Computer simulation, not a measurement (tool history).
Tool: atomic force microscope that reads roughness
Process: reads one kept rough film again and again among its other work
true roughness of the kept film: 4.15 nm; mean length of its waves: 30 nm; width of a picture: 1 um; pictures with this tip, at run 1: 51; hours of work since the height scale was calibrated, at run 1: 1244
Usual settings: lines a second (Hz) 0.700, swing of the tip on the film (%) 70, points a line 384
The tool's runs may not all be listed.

run,day,lines a second (Hz),swing of the tip on the film (%),points a line,pictures with this tip,hours of work since the height scale was calibrated,roughness of the kept film (nm (root mean square))
1,0.000,0.700,70,384,51,1244,2.900
# day 1.688: new tip fitted
2,1.912,0.700,70,384,10,1273,3.286
3,3.842,0.700,70,384,89,1302,2.657
# day 4.612: new tip fitted
4,6.079,0.700,70,384,60,1336,2.827
# day 7.683: new tip fitted
5,8.642,0.700,70,384,39,1374,2.985
# day 10.700: new tip fitted
6,11.525,0.700,70,384,34,1417,3.045
# day 13.654: new tip fitted
7,13.912,0.700,62,384,11,1453,3.358
8,15.671,0.700,70,711,83,1480,2.673
# day 16.762: new tip fitted
9,17.796,0.700,70,711,42,1511,2.973
# day 19.746: new tip fitted
10,20.092,0.700,70,384,14,1546,3.262
11,21.283,0.700,70,384,63,1564,2.813
12,22.508,1.122,70,384,113,1582,2.436
# day 22.792: new tip fitted
13,25.438,1.122,70,384,109,1626,2.469
# day 25.804: new tip fitted
14,28.100,2.495,70,384,94,1666,2.397
# day 28.833: new tip fitted
15,30.217,2.495,70,384,57,1698,2.675
# day 31.896: new tip fitted
16,32.933,2.495,70,384,43,1739,2.767
17,34.592,2.495,70,384,111,1764,2.288
# day 34.883: new tip fitted
18,36.229,0.700,70,486,55,1788,2.903
19,37.475,0.700,70,384,106,1807,2.560
# day 37.871: new tip fitted
20,40.046,0.700,70,802,89,1845,2.684
# day 40.867: new tip fitted
21,41.658,0.700,70,384,32,1870,3.116
22,42.975,0.700,70,384,87,1889,2.657
# day 43.962: new tip fitted
23,44.546,0.700,70,384,24,1913,3.136
# day 46.942: new tip fitted
24,47.108,0.700,66,384,6,1951,3.376
25,49.138,0.700,66,384,90,1982,2.558
# day 50.008: new tip fitted
26,51.529,0.700,70,955,62,2018,2.797
# day 52.921: new tip fitted
27,53.442,3.153,80,493,21,2046,2.652
28,55.733,0.920,71,384,115,2081,2.379
# day 55.921: new tip fitted
29,58.125,1.271,56,384,90,2117,2.619
# day 58.938: new tip fitted
30,60.083,1.412,61,795,47,2146,2.914
31,61.412,0.789,65,493,101,2166,2.555
# day 61.888: new tip fitted
32,62.779,0.739,65,378,37,2186,3.043
# day 64.825: new tip fitted
33,65.317,3.749,70,350,20,2224,2.820
34,67.304,3.749,70,350,102,2254,2.227
# day 67.867: new tip fitted
35,69.158,3.749,58,508,53,2282,2.799
# day 70.821: new tip fitted
36,71.921,3.749,58,508,46,2324,2.831
# day 73.754: new tip fitted
37,74.196,3.749,58,508,18,2358,3.086
38,76.267,0.700,70,722,103,2389,2.555
# day 76.771: new tip fitted
39,78.883,0.700,76,722,87,2428,2.578
# day 79.800: new tip fitted
40,80.533,1.276,70,411,30,2453,3.070
# day 82.767: new tip fitted
41,83.442,1.332,70,266,28,2496,3.053
42,84.729,2.424,70,783,81,2516,2.527
# day 85.721: new tip fitted
43,86.158,1.639,70,542,18,2537,3.143
44,87.638,3.038,70,654,79,2560,2.473
# day 88.642: new tip fitted
45,90.175,0.980,65,485,63,2598,2.810
46,91.388,0.700,70,703,113,2616,2.513
# day 91.592: new tip fitted
47,93.175,1.610,70,305,65,2643,2.695
# day 94.542: new tip fitted
48,95.804,1.610,70,305,52,2682,2.811
# day 97.467: new tip fitted
# day 98.200: height scale calibrated on a step standard
49,98.671,0.513,70,455,47,7,2.939

Forecast each of these 5 alternatives for the next run:
A,100.083,0.743,85,455,105,28,?
B,100.083,3.156,59,655,105,28,?
C,100.083,2.419,73,471,105,28,?
D,100.083,1.053,70,384,105,28,?
E,100.083,1.232,77,455,105,28,?

run,roughness of the kept film (nm (root mean square))
A,2.399
B,2.413
C,2.257
D,2.432
E,2.377
Without the tool's hidden state the same runs would have given:
run,roughness of the kept film (nm (root mean square))
A,3.245
B,3.262
C,3.055
D,3.291
E,3.213

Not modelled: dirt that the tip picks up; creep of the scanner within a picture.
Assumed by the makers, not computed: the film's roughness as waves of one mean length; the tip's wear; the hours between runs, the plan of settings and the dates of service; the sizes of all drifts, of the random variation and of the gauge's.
